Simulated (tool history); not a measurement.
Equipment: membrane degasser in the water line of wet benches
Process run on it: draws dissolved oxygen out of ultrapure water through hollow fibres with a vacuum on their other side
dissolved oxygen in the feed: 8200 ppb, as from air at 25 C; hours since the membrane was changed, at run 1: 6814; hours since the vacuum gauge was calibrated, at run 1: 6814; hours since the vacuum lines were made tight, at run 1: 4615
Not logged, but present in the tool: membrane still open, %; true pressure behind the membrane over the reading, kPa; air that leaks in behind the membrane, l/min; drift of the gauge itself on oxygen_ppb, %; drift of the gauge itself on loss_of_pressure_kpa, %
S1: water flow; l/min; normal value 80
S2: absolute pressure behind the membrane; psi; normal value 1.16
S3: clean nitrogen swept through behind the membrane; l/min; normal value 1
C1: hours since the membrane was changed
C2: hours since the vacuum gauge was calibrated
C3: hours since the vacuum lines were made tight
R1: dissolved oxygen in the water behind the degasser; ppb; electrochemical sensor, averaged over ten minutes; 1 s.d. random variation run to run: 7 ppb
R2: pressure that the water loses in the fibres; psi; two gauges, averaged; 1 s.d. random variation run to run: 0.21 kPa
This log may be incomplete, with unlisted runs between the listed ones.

| run | hour | S1 | S2 | S3 | C1 | C2 | C3 | R1 | R2 |
|---|---|---|---|---|---|---|---|---|---|
| 1 | 0 | 80 | 1.16 | 1 | 6814 | 6814 | 4615 | 952.5 | 7.458 |
| 2 | 123.7 | 80 | 1.16 | 1 | 6937 | 6937 | 4739 | 944.4 | 7.451 |
|  | 232.6 | vacuum gauge calibrated |
| 3 | 274.2 | 80 | 1.429 | 1 | 7087 | 42 | 4889 | 1154.3 | 7.458 |
| 4 | 453.2 | 80 | 1.429 | 1 | 7266 | 221 | 5068 | 1178.3 | 7.494 |
| 5 | 726.4 | 80 | 1.429 | 1 | 7540 | 494 | 5341 | 1159 | 7.452 |
| 6 | 868 | 80 | 1.429 | 1 | 7681 | 635 | 5483 | 1168.3 | 7.48 |
| 7 | 1064 | 80 | 1.429 | 0.48 | 7877 | 831 | 5679 | 1552.6 | 7.504 |
| 8 | 1185.9 | 80 | 1.16 | 0.55 | 7999 | 953 | 5801 | 1219.8 | 7.5 |
| 9 | 1319.5 | 80 | 1.16 | 1 | 8133 | 1087 | 5934 | 958.4 | 7.475 |
| 10 | 1520.2 | 80 | 1.16 | 1 | 8333 | 1288 | 6135 | 958.5 | 7.491 |
|  | 1698.6 | vacuum gauge calibrated, once more |
| 11 | 1711.4 | 80 | 1.16 | 1.49 | 8524 | 13 | 6326 | 783.4 | 7.501 |
| 12 | 1935.9 | 80 | 1.16 | 1.49 | 8749 | 237 | 6550 | 792.5 | 7.512 |
| 13 | 2067.5 | 80 | 1.327 | 1.49 | 8880 | 369 | 6682 | 880.5 | 7.485 |
| 14 | 2213.3 | 80 | 1.327 | 1.49 | 9026 | 515 | 6828 | 888.4 | 7.546 |
| 15 | 2345.7 | 80 | 1.327 | 1.49 | 9158 | 647 | 6960 | 884.1 | 7.556 |
| 16 | 2596.8 | 80 | 1.327 | 1.49 | 9409 | 898 | 7211 | 877.9 | 7.551 |
| 17 | 2741.3 | 80 | 1.327 | 1.49 | 9554 | 1043 | 7356 | 885.8 | 7.532 |
| 18 | 2941 | 115 | 1.446 | 1.08 | 9754 | 1242 | 7555 | 1412.1 | 10.842 |
| 19 | 3188.3 | 115 | 1.446 | 1.08 | 10001 | 1490 | 7803 | 1411.8 | 10.759 |
| 20 | 3369.8 | 115 | 1.446 | 1.08 | 10183 | 1671 | 7984 | 1420.8 | 10.847 |
| 21 | 3573.9 | 115 | 1.313 | 0.84 | 10387 | 1875 | 8188 | 1423.9 | 10.884 |
| 22 | 3734.2 | 92 | 1.53 | 0.45 | 10547 | 2036 | 8349 | 1779.1 | 8.681 |
| 23 | 3925 | 117 | 1.53 | 0.65 | 10738 | 2226 | 8539 | 1819 | 11.037 |
| 24 | 4103.4 | 117 | 1.53 | 0.65 | 10916 | 2405 | 8718 | 1812.5 | 11.063 |
| 25 | 4254.1 | 117 | 1.53 | 0.65 | 11067 | 2555 | 8868 | 1824.7 | 11.001 |
| 26 | 4476.7 | 74 | 2.321 | 0.94 | 11289 | 2778 | 9091 | 1716 | 7.018 |
| 27 | 4622.3 | 100 | 1.31 | 2.29 | 11435 | 2924 | 9237 | 899.8 | 9.507 |
| 28 | 4749.3 | 80 | 2.544 | 0.52 | 11562 | 3051 | 9364 | 2516.1 | 7.545 |
| 29 | 4961.1 | 80 | 0.735 | 0.9 | 11774 | 3263 | 9576 | 609.7 | 7.545 |
| 30 | 5197.9 | 80 | 0.735 | 0.9 | 12011 | 3499 | 9812 | 627.4 | 7.599 |
| 31 | 5323.6 | 69 | 1.552 | 0.87 | 12136 | 3625 | 9938 | 1202 | 6.524 |
| 32 | 5520.6 | 69 | 1.552 | 0.87 | 12333 | 3822 | 10135 | 1186.1 | 6.58 |
| 33 | 5680.7 | 80 | 0.785 | 1.71 | 12493 | 3982 | 10295 | 569.3 | 7.6 |

Selected run-to-run steps in R1, each split into two signed amounts: the part the tool would show with no hidden state at all (from settings, incoming material and random variation), and the remainder, which goes to the hidden state together with any gauge scatter not common to the measured and the hidden-state-free results:
Run 10 -> 11: S3 1 -> 1.49, vacuum gauge calibrated, once more. R1 -175.1 ppb: hidden state -41.4, all else -133.7.
Run 26 -> 27: S1 74 -> 100, S2 2.321 -> 1.31, S3 0.94 -> 2.29. R1 -816.2 ppb: hidden state +20.2, all else -836.4.
Run 27 -> 28: S1 100 -> 80, S2 1.31 -> 2.544, S3 2.29 -> 0.52. R1 +1616.3 ppb: hidden state -37.6, all else +1653.9.
Run 28 -> 29: S2 2.544 -> 0.735, S3 0.52 -> 0.9. R1 -1906.4 ppb: hidden state +36.8, all else -1943.2.
